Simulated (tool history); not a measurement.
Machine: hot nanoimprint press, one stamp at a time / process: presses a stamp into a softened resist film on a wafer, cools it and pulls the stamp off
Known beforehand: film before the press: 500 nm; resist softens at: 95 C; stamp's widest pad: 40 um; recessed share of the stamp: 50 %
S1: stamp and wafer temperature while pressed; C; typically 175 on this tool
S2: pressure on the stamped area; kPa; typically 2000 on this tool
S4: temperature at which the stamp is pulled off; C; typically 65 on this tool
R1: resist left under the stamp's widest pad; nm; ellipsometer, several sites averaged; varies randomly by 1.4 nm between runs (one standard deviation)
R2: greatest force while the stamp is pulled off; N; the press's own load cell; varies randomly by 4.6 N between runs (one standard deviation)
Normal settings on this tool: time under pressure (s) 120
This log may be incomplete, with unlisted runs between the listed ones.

Run 1, hour 0.0: usual settings. Result: R1 208.2 nm, R2 280 N.
Run 2, hour 84.7: usual settings but S1 183 C. Result: R1 159.0 nm, R2 299 N.
At hour 144.6: plate thermocouple calibrated.
Run 3, hour 168.1: usual settings but S1 183 C, time under pressure (s) 89. Result: R1 188.6 nm, R2 313 N.
At hour 215.0: stamp cleaned and given a new release coat.
Run 4, hour 252.3: usual settings but S1 183 C, time under pressure (s) 89. Result: R1 190.1 nm, R2 220 N.
Run 5, hour 291.2: usual settings but S1 183 C, time under pressure (s) 89. Result: R1 188.5 nm, R2 229 N.
Run 6, hour 346.3: usual settings. Result: R1 215.3 nm, R2 239 N.
Run 7, hour 400.3: usual settings. Result: R1 216.9 nm, R2 263 N.
Run 8, hour 445.4: usual settings but S2 2280 kPa. Result: R1 205.7 nm, R2 258 N.
Run 9, hour 490.6: usual settings but S2 2280 kPa. Result: R1 201.9 nm, R2 276 N.
Run 10, hour 558.1: usual settings but S1 178 C. Result: R1 194.8 nm, R2 290 N.
Run 11, hour 634.4: usual settings. Result: R1 214.5 nm, R2 316 N.
At hour 676.7: press's hydraulic seals changed and the load cell set to zero.
Run 12, hour 702.7: usual settings but time under pressure (s) 203. Result: R1 175.1 nm, R2 316 N.
At hour 728.4: stamp cleaned and given a new release coat.
Run 13, hour 799.2: usual settings but time under pressure (s) 203, S4 63 C. Result: R1 171.2 nm, R2 239 N.
Run 14, hour 844.6: usual settings but time under pressure (s) 203, S4 63 C. Result: R1 169.1 nm, R2 239 N.
At hour 887.7: plate thermocouple calibrated.
Run 15, hour 908.7: usual settings but S1 180 C, S2 2650 kPa, time under pressure (s) 121, S4 53 C. Result: R1 160.9 nm, R2 364 N.
Run 16, hour 972.7: usual settings but S1 180 C, S2 2650 kPa, time under pressure (s) 121, S4 53 C. Result: R1 158.7 nm, R2 360 N.
Run 17, hour 1054.3: usual settings but S1 180 C, S2 2650 kPa, time under pressure (s) 121, S4 53 C. Result: R1 157.7 nm, R2 392 N.
Run 18, hour 1103.2: usual settings but S1 180 C, S2 2210 kPa, time under pressure (s) 121, S4 54 C. Result: R1 174.9 nm, R2 403 N.
Run 19, hour 1145.5: usual settings but S1 168 C, S2 2770 kPa, time under pressure (s) 73, S4 56 C. Result: R1 282.7 nm, R2 401 N.
Run 20, hour 1230.4: usual settings but S1 168 C, S2 2770 kPa, time under pressure (s) 73, S4 56 C. Result: R1 284.9 nm, R2 414 N.
At hour 1245.0: stamp cleaned and given a new release coat.
Run 21, hour 1302.8: usual settings but S1 178 C, S2 2080 kPa, time under pressure (s) 73, S4 56 C. Result: R1 226.1 nm, R2 275 N.
Run 22, hour 1363.1: usual settings but S1 178 C, S2 2080 kPa, time under pressure (s) 73, S4 56 C. Result: R1 227.1 nm, R2 305 N.
Run 23, hour 1441.6: usual settings but S1 178 C, S2 2080 kPa, time under pressure (s) 73, S4 56 C. Result: R1 225.9 nm, R2 318 N.
Run 24, hour 1491.4: usual settings but S1 178 C, S2 2080 kPa, time under pressure (s) 73, S4 56 C. Result: R1 226.2 nm, R2 342 N.
Run 25, hour 1536.8: usual settings but S1 178 C, S2 2080 kPa, time under pressure (s) 73, S4 56 C. Result: R1 225.9 nm, R2 359 N.
At hour 1613.1: plate thermocouple calibrated.
Run 26, hour 1613.1: usual settings but S1 176 C, time under pressure (s) 222. Result: R1 169.4 nm, R2 301 N.
At hour 1659.3: press's hydraulic seals changed and the load cell set to zero.
Run 27, hour 1665.1: usual settings but S1 180 C, S2 2450 kPa, time under pressure (s) 168, S4 50 C. Result: R1 143.7 nm, R2 468 N.

Run 28, settings as shown, results not yet in. Your forecast:
Run 28, hour 1736.9: usual settings but S1 166 C, S2 1240 kPa, time under pressure (s) 137, S4 57 C. Result: R1 ?, R2 ?.

{"run 28": {"R1": 336.0, "R2": 404}}
Were there no unlogged condition in the tool, this run, its random variation unchanged, would have produced R1 340.2 nm, R2 273 N.
